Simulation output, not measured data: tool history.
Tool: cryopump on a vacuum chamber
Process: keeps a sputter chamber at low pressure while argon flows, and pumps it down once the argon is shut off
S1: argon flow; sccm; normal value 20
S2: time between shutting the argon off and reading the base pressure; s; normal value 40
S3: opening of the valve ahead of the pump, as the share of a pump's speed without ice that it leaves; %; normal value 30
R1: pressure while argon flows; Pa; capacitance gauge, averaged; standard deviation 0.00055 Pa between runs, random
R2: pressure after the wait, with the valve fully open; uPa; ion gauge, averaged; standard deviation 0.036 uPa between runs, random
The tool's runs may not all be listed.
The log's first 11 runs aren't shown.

run,hour,S1,S2,S3,R1,R2
12,668.5,20,40,30,0.0588,3.04
13,715.4,20,40,30,0.0602,3.06
14,780.1,20,40,30,0.0599,3.06
15,846.6,28,40,30,0.0845,3.14
16,890.5,12,40,30,0.0367,3.20
17,929.1,12,40,30,0.0362,3.24
18,964.9,15,67,18,0.0735,2.59
19,1043.1,22,40,16,0.1222,3.37
20,1117.5,22,119,39,0.0533,2.22
21,1188.6,22,119,39,0.0536,2.26
22,1222.8,11,56,41,0.0259,2.98
23,1273.3,16,61,36,0.0434,2.96
24,1313.7,14,26,24,0.0542,4.51
# hour 1332.3: pump warmed up, emptied and cooled again
25,1353.7,27,40,24,0.0968,3.29
26,1435.4,27,40,24,0.0977,3.34
27,1499.5,27,40,24,0.0979,3.36
28,1573.0,27,108,39,0.0619,2.20
29,1606.1,27,108,39,0.0620,2.22
30,1683.4,20,21,49,0.0382,5.09
31,1737.0,11,21,49,0.0206,5.16
32,1812.2,12,173,30,0.0366,2.19
33,1875.5,20,40,39,0.0468,3.71
34,1916.4,20,85,27,0.0659,2.74

Here are 4 independent what-if runs from the current tool condition. What would each one return?
A,1969.1,20,40,28,?,?
B,1969.1,14,40,30,?,?
C,1969.1,13,21,19,?,?
D,1969.1,11,40,46,?,?

run,R1,R2
A,0.0636,3.67
B,0.0429,3.63
C,0.0613,5.25
D,0.0225,3.67
The same runs, with their run-to-run variation unchanged, on a tool lacking any hidden condition would have given:
run,R1,R2
A,0.0597,1.93
B,0.0402,1.93
C,0.0588,3.55
D,0.0204,1.95
